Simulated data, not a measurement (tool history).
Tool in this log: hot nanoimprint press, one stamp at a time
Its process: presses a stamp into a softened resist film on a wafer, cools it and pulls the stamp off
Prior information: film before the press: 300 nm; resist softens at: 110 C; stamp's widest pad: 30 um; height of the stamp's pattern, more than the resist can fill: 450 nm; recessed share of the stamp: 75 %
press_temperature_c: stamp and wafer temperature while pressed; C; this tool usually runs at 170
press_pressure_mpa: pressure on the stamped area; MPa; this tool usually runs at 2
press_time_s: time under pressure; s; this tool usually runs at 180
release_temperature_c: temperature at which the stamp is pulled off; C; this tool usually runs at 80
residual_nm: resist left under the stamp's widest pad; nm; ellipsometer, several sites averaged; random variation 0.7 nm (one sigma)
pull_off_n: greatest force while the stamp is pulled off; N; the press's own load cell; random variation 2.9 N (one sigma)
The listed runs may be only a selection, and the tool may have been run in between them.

{"run": 1, "hour": 0.0, "press_temperature_c": 170, "press_pressure_mpa": 2, "press_time_s": 180, "release_temperature_c": 80, "residual_nm": 107.8, "pull_off_n": 166}
{"run": 2, "hour": 11.6, "press_temperature_c": 170, "press_pressure_mpa": 2, "press_time_s": 109, "release_temperature_c": 80, "residual_nm": 132.5, "pull_off_n": 165}
{"run": 3, "hour": 26.6, "press_temperature_c": 170, "press_pressure_mpa": 2, "press_time_s": 180, "release_temperature_c": 80, "residual_nm": 108, "pull_off_n": 165}
{"run": 4, "hour": 38.7, "press_temperature_c": 170, "press_pressure_mpa": 2, "press_time_s": 180, "release_temperature_c": 80, "residual_nm": 108.2, "pull_off_n": 171}
{"run": 5, "hour": 52.6, "press_temperature_c": 170, "press_pressure_mpa": 2, "press_time_s": 180, "release_temperature_c": 80, "residual_nm": 106.9, "pull_off_n": 161}
{"run": 6, "hour": 68.9, "press_temperature_c": 170, "press_pressure_mpa": 2, "press_time_s": 180, "release_temperature_c": 68, "residual_nm": 106.9, "pull_off_n": 215}
{"run": 7, "hour": 77.8, "press_temperature_c": 170, "press_pressure_mpa": 2, "press_time_s": 180, "release_temperature_c": 68, "residual_nm": 105.8, "pull_off_n": 216}
{"run": 8, "hour": 86.8, "press_temperature_c": 170, "press_pressure_mpa": 2, "press_time_s": 180, "release_temperature_c": 68, "residual_nm": 106.5, "pull_off_n": 222}
{"run": 9, "hour": 97.4, "press_temperature_c": 170, "press_pressure_mpa": 2, "press_time_s": 180, "release_temperature_c": 68, "residual_nm": 106.7, "pull_off_n": 217}
{"run": 10, "hour": 111.0, "press_temperature_c": 170, "press_pressure_mpa": 2, "press_time_s": 180, "release_temperature_c": 80, "residual_nm": 106, "pull_off_n": 170}
{"run": 11, "hour": 118.1, "press_temperature_c": 170, "press_pressure_mpa": 2, "press_time_s": 93, "release_temperature_c": 80, "residual_nm": 140.5, "pull_off_n": 175}
{"run": 12, "hour": 127.5, "press_temperature_c": 170, "press_pressure_mpa": 2, "press_time_s": 93, "release_temperature_c": 80, "residual_nm": 140.8, "pull_off_n": 172}
{"run": 13, "hour": 139.7, "press_temperature_c": 170, "press_pressure_mpa": 2, "press_time_s": 180, "release_temperature_c": 80, "residual_nm": 106.7, "pull_off_n": 174}
{"run": 14, "hour": 152.8, "press_temperature_c": 170, "press_pressure_mpa": 2, "press_time_s": 180, "release_temperature_c": 80, "residual_nm": 106.8, "pull_off_n": 177}
{"run": 15, "hour": 164.8, "press_temperature_c": 170, "press_pressure_mpa": 2, "press_time_s": 180, "release_temperature_c": 80, "residual_nm": 107.3, "pull_off_n": 179}
{"hour": 172.1, "done": "stamp cleaned and given a new release coat"}
{"run": 16, "hour": 186.2, "press_temperature_c": 170, "press_pressure_mpa": 2, "press_time_s": 180, "release_temperature_c": 80, "residual_nm": 105.7, "pull_off_n": 140}
{"run": 17, "hour": 199.1, "press_temperature_c": 170, "press_pressure_mpa": 2, "press_time_s": 92, "release_temperature_c": 65, "residual_nm": 139.6, "pull_off_n": 180}
{"run": 18, "hour": 208.2, "press_temperature_c": 170, "press_pressure_mpa": 2.8, "press_time_s": 221, "release_temperature_c": 80, "residual_nm": 81.9, "pull_off_n": 137}
{"run": 19, "hour": 220.4, "press_temperature_c": 170, "press_pressure_mpa": 2.8, "press_time_s": 221, "release_temperature_c": 80, "residual_nm": 82, "pull_off_n": 144}
{"run": 20, "hour": 235.1, "press_temperature_c": 166, "press_pressure_mpa": 1.72, "press_time_s": 262, "release_temperature_c": 73, "residual_nm": 122.4, "pull_off_n": 158}
{"run": 21, "hour": 243.3, "press_temperature_c": 170, "press_pressure_mpa": 2, "press_time_s": 334, "release_temperature_c": 87, "residual_nm": 79.9, "pull_off_n": 124}
{"run": 22, "hour": 250.2, "press_temperature_c": 170, "press_pressure_mpa": 1.21, "press_time_s": 180, "release_temperature_c": 75, "residual_nm": 131.5, "pull_off_n": 155}
{"run": 23, "hour": 261.6, "press_temperature_c": 170, "press_pressure_mpa": 2.68, "press_time_s": 172, "release_temperature_c": 75, "residual_nm": 95.1, "pull_off_n": 157}
{"run": 24, "hour": 270.0, "press_temperature_c": 170, "press_pressure_mpa": 2.68, "press_time_s": 172, "release_temperature_c": 75, "residual_nm": 94.8, "pull_off_n": 161}
{"run": 25, "hour": 279.2, "press_temperature_c": 159, "press_pressure_mpa": 2, "press_time_s": 166, "release_temperature_c": 80, "residual_nm": 194.8, "pull_off_n": 143}
{"run": 26, "hour": 294.9, "press_temperature_c": 171, "press_pressure_mpa": 2, "press_time_s": 253, "release_temperature_c": 80, "residual_nm": 85.5, "pull_off_n": 147}

Run 27 has not been measured yet. What should we expect?
{"run": 27, "hour": 301.8, "press_temperature_c": 180, "press_pressure_mpa": 2, "press_time_s": 130, "release_temperature_c": 80, "residual_nm": "?", "pull_off_n": "?"}

{"run 27": {"residual_nm": 71.9, "pull_off_n": 147}}
With the hidden condition absent and the run-to-run variation left alone, this run would have shown residual_nm 73.3 nm, pull_off_n 140 N.
